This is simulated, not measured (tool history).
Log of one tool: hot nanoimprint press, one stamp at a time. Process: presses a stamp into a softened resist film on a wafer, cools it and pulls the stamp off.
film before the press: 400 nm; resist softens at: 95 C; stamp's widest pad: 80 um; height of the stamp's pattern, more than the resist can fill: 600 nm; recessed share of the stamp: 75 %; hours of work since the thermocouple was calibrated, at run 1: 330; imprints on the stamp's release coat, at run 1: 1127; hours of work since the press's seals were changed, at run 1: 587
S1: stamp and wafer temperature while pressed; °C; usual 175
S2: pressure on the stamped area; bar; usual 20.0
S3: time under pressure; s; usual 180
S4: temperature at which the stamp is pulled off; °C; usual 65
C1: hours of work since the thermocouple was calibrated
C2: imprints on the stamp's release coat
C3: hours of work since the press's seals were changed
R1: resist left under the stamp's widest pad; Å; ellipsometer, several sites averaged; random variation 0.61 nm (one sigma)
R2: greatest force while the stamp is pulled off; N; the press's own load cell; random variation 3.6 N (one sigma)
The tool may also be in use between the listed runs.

| run | hour | S1 | S2 | S3 | S4 | C1 | C2 | C3 | R1 | R2 |
|---|---|---|---|---|---|---|---|---|---|---|
| 1 | 0.0 | 175 | 20.0 | 180 | 65 | 330 | 1127 | 587 | 2393 | 233 |
|  | 54.2 | stamp cleaned and given a new release coat |
| 2 | 71.1 | 175 | 20.0 | 180 | 65 | 373 | 71 | 629 | 2405 | 170 |
|  | 102.9 | plate thermocouple calibrated |
| 3 | 169.0 | 175 | 20.0 | 180 | 65 | 43 | 467 | 691 | 2428 | 198 |
| 4 | 219.2 | 175 | 20.0 | 180 | 65 | 76 | 676 | 724 | 2430 | 206 |
| 5 | 312.5 | 175 | 16.1 | 180 | 65 | 137 | 1065 | 785 | 2618 | 231 |
|  | 381.2 | stamp cleaned and given a new release coat |
| 6 | 401.1 | 174 | 20.0 | 180 | 65 | 191 | 83 | 839 | 2469 | 182 |
|  | 482.2 | press's hydraulic seals changed and the load cell set to zero |
| 7 | 487.6 | 174 | 20.0 | 180 | 65 | 242 | 411 | 4 | 2404 | 196 |
| 8 | 575.1 | 174 | 20.0 | 180 | 65 | 299 | 776 | 61 | 2411 | 209 |
| 9 | 653.1 | 175 | 20.0 | 359 | 65 | 350 | 1101 | 112 | 1882 | 229 |
|  | 709.5 | stamp cleaned and given a new release coat |
|  | 722.8 | plate thermocouple calibrated |
| 10 | 725.8 | 175 | 20.0 | 359 | 65 | 2 | 56 | 153 | 1937 | 171 |
| 11 | 802.2 | 175 | 20.0 | 180 | 65 | 52 | 375 | 203 | 2402 | 197 |
| 12 | 878.0 | 175 | 20.0 | 180 | 65 | 101 | 691 | 253 | 2403 | 208 |
| 13 | 968.9 | 175 | 20.0 | 180 | 65 | 161 | 1070 | 312 | 2396 | 231 |
|  | 1033.2 | stamp cleaned and given a new release coat |
| 14 | 1065.0 | 175 | 12.1 | 110 | 62 | 220 | 133 | 371 | 3166 | 187 |
| 15 | 1151.3 | 186 | 19.7 | 110 | 64 | 276 | 493 | 427 | 2225 | 197 |
| 16 | 1216.4 | 175 | 20.0 | 96 | 71 | 319 | 765 | 470 | 2824 | 214 |
| 17 | 1298.1 | 171 | 14.2 | 96 | 55 | 372 | 1106 | 523 | 3278 | 251 |
|  | 1333.1 | plate thermocouple calibrated |
|  | 1358.6 | stamp cleaned and given a new release coat |
| 18 | 1381.1 | 183 | 20.0 | 289 | 65 | 27 | 93 | 572 | 1748 | 177 |

The next listed run, before its measurement:
| 19 | 1422.5 | 183 | 28.9 | 289 | 65 | 54 | 266 | 599 | ? | ? |

{"run 19": {"R1": 1467, "R2": 186}}
Without the tool's hidden state the same run would have given R1 1400 Å, R2 172 N.
